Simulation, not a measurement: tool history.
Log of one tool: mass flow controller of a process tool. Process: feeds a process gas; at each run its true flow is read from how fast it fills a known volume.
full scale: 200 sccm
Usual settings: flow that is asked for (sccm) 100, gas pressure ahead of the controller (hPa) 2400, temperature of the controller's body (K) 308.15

| run | hour | flow that is asked for (sccm) | gas pressure ahead of the controller (hPa) | temperature of the controller's body (K) | true flow (%) |
|---|---|---|---|---|---|
| 1 | 0 | 100 | 2400 | 308.15 | 99.45 |
| 2 | 69.5 | 100 | 2400 | 308.15 | 99.45 |
| 3 | 146 | 100 | 2400 | 308.15 | 99.57 |
| 4 | 198.1 | 55 | 2400 | 308.15 | 99.14 |
| 5 | 241 | 55 | 2400 | 308.15 | 99.15 |
| 6 | 294.9 | 55 | 2400 | 308.15 | 99.16 |
|  | 300.4 | controller's zero set anew |
| 7 | 331 | 55 | 2740 | 308.15 | 99.76 |
| 8 | 400.2 | 28 | 1560 | 302.15 | 99.84 |
| 9 | 480.9 | 41 | 1600 | 308.15 | 99.57 |
| 10 | 556.6 | 125 | 1600 | 308.15 | 99.6 |

Forecast each of these 3 alternatives for the next run:
| A | 618.9 | 125 | 1600 | 300.15 | ? |
| B | 618.9 | 122 | 1600 | 302.15 | ? |
| C | 618.9 | 106 | 2320 | 308.15 | ? |

| run | true flow (%) |
|---|---|
| A | 99.29 |
| B | 99.34 |
| C | 99.7 |
Without the tool's hidden state the same runs would have given:
| run | true flow (%) |
|---|---|
| A | 99.03 |
| B | 99.06 |
| C | 99.33 |
